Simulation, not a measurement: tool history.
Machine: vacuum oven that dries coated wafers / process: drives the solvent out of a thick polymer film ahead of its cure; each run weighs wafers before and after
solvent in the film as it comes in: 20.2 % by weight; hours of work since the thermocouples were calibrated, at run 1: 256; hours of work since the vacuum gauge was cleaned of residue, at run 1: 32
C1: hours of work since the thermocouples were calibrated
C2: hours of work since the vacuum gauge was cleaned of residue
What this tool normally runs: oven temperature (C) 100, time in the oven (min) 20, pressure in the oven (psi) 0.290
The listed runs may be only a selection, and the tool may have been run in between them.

run 1 day=0.000 | oven_temperature_(C)=100 time_in_the_oven_(min)=20 pressure_in_the_oven_(psi)=0.290 | C1=256 C2=32 | solvent_left_in_the_film_(%)=3.39
run 2 day=4.396 | oven_temperature_(C)=100 time_in_the_oven_(min)=15 pressure_in_the_oven_(psi)=0.290 | C1=338 C2=114 | solvent_left_in_the_film_(%)=4.84
run 3 day=6.500 | oven_temperature_(C)=100 time_in_the_oven_(min)=15 pressure_in_the_oven_(psi)=0.207 | C1=377 C2=154 | solvent_left_in_the_film_(%)=4.68
run 4 day=10.342 | oven_temperature_(C)=100 time_in_the_oven_(min)=15 pressure_in_the_oven_(psi)=0.190 | C1=449 C2=225 | solvent_left_in_the_film_(%)=4.61
run 5 day=13.833 | oven_temperature_(C)=100 time_in_the_oven_(min)=15 pressure_in_the_oven_(psi)=0.190 | C1=514 C2=291 | solvent_left_in_the_film_(%)=4.61
run 6 day=16.921 | oven_temperature_(C)=100 time_in_the_oven_(min)=15 pressure_in_the_oven_(psi)=0.190 | C1=572 C2=348 | solvent_left_in_the_film_(%)=4.59
run 7 day=20.542 | oven_temperature_(C)=100 time_in_the_oven_(min)=18 pressure_in_the_oven_(psi)=0.190 | C1=640 C2=416 | solvent_left_in_the_film_(%)=3.62
run 8 day=23.117 | oven_temperature_(C)=100 time_in_the_oven_(min)=18 pressure_in_the_oven_(psi)=0.190 | C1=688 C2=464 | solvent_left_in_the_film_(%)=3.60
run 9 day=26.542 | oven_temperature_(C)=100 time_in_the_oven_(min)=35 pressure_in_the_oven_(psi)=0.190 | C1=752 C2=528 | solvent_left_in_the_film_(%)=1.16
run 10 day=29.888 | oven_temperature_(C)=100 time_in_the_oven_(min)=35 pressure_in_the_oven_(psi)=0.190 | C1=814 C2=591 | solvent_left_in_the_film_(%)=1.17
run 11 day=33.700 | oven_temperature_(C)=100 time_in_the_oven_(min)=35 pressure_in_the_oven_(psi)=0.190 | C1=885 C2=662 | solvent_left_in_the_film_(%)=1.17
-- day=36.658 oven's thermocouples calibrated
run 12 day=37.629 | oven_temperature_(C)=100 time_in_the_oven_(min)=35 pressure_in_the_oven_(psi)=0.190 | C1=18 C2=734 | solvent_left_in_the_film_(%)=1.33
run 13 day=41.492 | oven_temperature_(C)=100 time_in_the_oven_(min)=35 pressure_in_the_oven_(psi)=0.190 | C1=90 C2=806 | solvent_left_in_the_film_(%)=1.36
run 14 day=43.308 | oven_temperature_(C)=100 time_in_the_oven_(min)=20 pressure_in_the_oven_(psi)=0.148 | C1=124 C2=840 | solvent_left_in_the_film_(%)=3.29
run 15 day=46.433 | oven_temperature_(C)=100 time_in_the_oven_(min)=20 pressure_in_the_oven_(psi)=0.148 | C1=183 C2=898 | solvent_left_in_the_film_(%)=3.25
run 16 day=50.912 | oven_temperature_(C)=100 time_in_the_oven_(min)=20 pressure_in_the_oven_(psi)=0.290 | C1=266 C2=982 | solvent_left_in_the_film_(%)=3.55
run 17 day=55.392 | oven_temperature_(C)=100 time_in_the_oven_(min)=20 pressure_in_the_oven_(psi)=0.290 | C1=350 C2=1065 | solvent_left_in_the_film_(%)=3.51
-- day=59.300 vacuum gauge cleaned of residue and calibrated
run 18 day=59.708 | oven_temperature_(C)=100 time_in_the_oven_(min)=20 pressure_in_the_oven_(psi)=0.290 | C1=429 C2=8 | solvent_left_in_the_film_(%)=3.41
run 19 day=62.454 | oven_temperature_(C)=111 time_in_the_oven_(min)=20 pressure_in_the_oven_(psi)=0.290 | C1=481 C2=59 | solvent_left_in_the_film_(%)=1.15
run 20 day=66.475 | oven_temperature_(C)=111 time_in_the_oven_(min)=20 pressure_in_the_oven_(psi)=0.290 | C1=556 C2=134 | solvent_left_in_the_film_(%)=1.14
run 21 day=70.079 | oven_temperature_(C)=111 time_in_the_oven_(min)=20 pressure_in_the_oven_(psi)=0.290 | C1=623 C2=201 | solvent_left_in_the_film_(%)=1.14
run 22 day=73.150 | oven_temperature_(C)=111 time_in_the_oven_(min)=12 pressure_in_the_oven_(psi)=0.216 | C1=680 C2=259 | solvent_left_in_the_film_(%)=2.71
run 23 day=75.792 | oven_temperature_(C)=111 time_in_the_oven_(min)=12 pressure_in_the_oven_(psi)=0.216 | C1=730 C2=308 | solvent_left_in_the_film_(%)=2.68
run 24 day=79.550 | oven_temperature_(C)=94 time_in_the_oven_(min)=21 pressure_in_the_oven_(psi)=0.219 | C1=800 C2=378 | solvent_left_in_the_film_(%)=4.75
run 25 day=82.483 | oven_temperature_(C)=94 time_in_the_oven_(min)=15 pressure_in_the_oven_(psi)=0.638 | C1=855 C2=433 | solvent_left_in_the_film_(%)=7.57
run 26 day=85.796 | oven_temperature_(C)=111 time_in_the_oven_(min)=23 pressure_in_the_oven_(psi)=0.290 | C1=917 C2=495 | solvent_left_in_the_film_(%)=0.89
-- day=87.183 oven's thermocouples calibrated
run 27 day=89.921 | oven_temperature_(C)=111 time_in_the_oven_(min)=23 pressure_in_the_oven_(psi)=0.290 | C1=51 C2=570 | solvent_left_in_the_film_(%)=0.96
run 28 day=92.333 | oven_temperature_(C)=111 time_in_the_oven_(min)=23 pressure_in_the_oven_(psi)=0.290 | C1=96 C2=615 | solvent_left_in_the_film_(%)=0.96
run 29 day=94.896 | oven_temperature_(C)=99 time_in_the_oven_(min)=13 pressure_in_the_oven_(psi)=0.904 | C1=144 C2=663 | solvent_left_in_the_film_(%)=7.27
run 30 day=98.808 | oven_temperature_(C)=108 time_in_the_oven_(min)=19 pressure_in_the_oven_(psi)=0.299 | C1=217 C2=736 | solvent_left_in_the_film_(%)=1.81
run 31 day=101.638 | oven_temperature_(C)=92 time_in_the_oven_(min)=10 pressure_in_the_oven_(psi)=0.249 | C1=270 C2=789 | solvent_left_in_the_film_(%)=9.80
run 32 day=104.708 | oven_temperature_(C)=92 time_in_the_oven_(min)=10 pressure_in_the_oven_(psi)=0.249 | C1=327 C2=847 | solvent_left_in_the_film_(%)=9.77
run 33 day=106.742 | oven_temperature_(C)=92 time_in_the_oven_(min)=10 pressure_in_the_oven_(psi)=0.249 | C1=365 C2=885 | solvent_left_in_the_film_(%)=9.78
run 34 day=110.638 | oven_temperature_(C)=90 time_in_the_oven_(min)=20 pressure_in_the_oven_(psi)=0.167 | C1=438 C2=957 | solvent_left_in_the_film_(%)=6.39
run 35 day=115.067 | oven_temperature_(C)=108 time_in_the_oven_(min)=34 pressure_in_the_oven_(psi)=1.059 | C1=521 C2=1040 | solvent_left_in_the_film_(%)=2.22
run 36 day=119.200 | oven_temperature_(C)=109 time_in_the_oven_(min)=18 pressure_in_the_oven_(psi)=1.059 | C1=598 C2=1117 | solvent_left_in_the_film_(%)=3.07
-- day=120.183 vacuum gauge cleaned of residue and calibrated
run 37 day=122.446 | oven_temperature_(C)=109 time_in_the_oven_(min)=27 pressure_in_the_oven_(psi)=1.059 | C1=657 C2=42 | solvent_left_in_the_film_(%)=2.20
run 38 day=125.904 | oven_temperature_(C)=109 time_in_the_oven_(min)=20 pressure_in_the_oven_(psi)=0.274 | C1=722 C2=107 | solvent_left_in_the_film_(%)=1.33
run 39 day=128.658 | oven_temperature_(C)=106 time_in_the_oven_(min)=36 pressure_in_the_oven_(psi)=0.219 | C1=774 C2=158 | solvent_left_in_the_film_(%)=0.63
run 40 day=132.662 | oven_temperature_(C)=100 time_in_the_oven_(min)=11 pressure_in_the_oven_(psi)=0.290 | C1=848 C2=233 | solvent_left_in_the_film_(%)=6.45
run 41 day=136.112 | oven_temperature_(C)=100 time_in_the_oven_(min)=11 pressure_in_the_oven_(psi)=0.290 | C1=913 C2=298 | solvent_left_in_the_film_(%)=6.43
-- day=137.608 oven's thermocouples calibrated
run 42 day=139.783 | oven_temperature_(C)=114 time_in_the_oven_(min)=28 pressure_in_the_oven_(psi)=0.463 | C1=41 C2=365 | solvent_left_in_the_film_(%)=0.83

What if the next run were any one of these 4? Each begins from the tool's condition after run 42:
run A day=143.079 | oven_temperature_(C)=93 time_in_the_oven_(min)=20 pressure_in_the_oven_(psi)=0.290 | C1=102 C2=426 | solvent_left_in_the_film_(%)=?
run B day=143.079 | oven_temperature_(C)=115 time_in_the_oven_(min)=23 pressure_in_the_oven_(psi)=0.300 | C1=102 C2=426 | solvent_left_in_the_film_(%)=?
run C day=143.079 | oven_temperature_(C)=94 time_in_the_oven_(min)=12 pressure_in_the_oven_(psi)=1.062 | C1=102 C2=426 | solvent_left_in_the_film_(%)=?
run D day=143.079 | oven_temperature_(C)=114 time_in_the_oven_(min)=17 pressure_in_the_oven_(psi)=0.463 | C1=102 C2=426 | solvent_left_in_the_film_(%)=?

run=A solvent_left_in_the_film_(%)=5.65
run=B solvent_left_in_the_film_(%)=0.64
run=C solvent_left_in_the_film_(%)=9.70
run=D solvent_left_in_the_film_(%)=1.40
The same runs, with their run-to-run variation unchanged, on a tool lacking any hidden condition would have given:
run=A solvent_left_in_the_film_(%)=5.68
run=B solvent_left_in_the_film_(%)=0.62
run=C solvent_left_in_the_film_(%)=9.74
run=D solvent_left_in_the_film_(%)=1.40
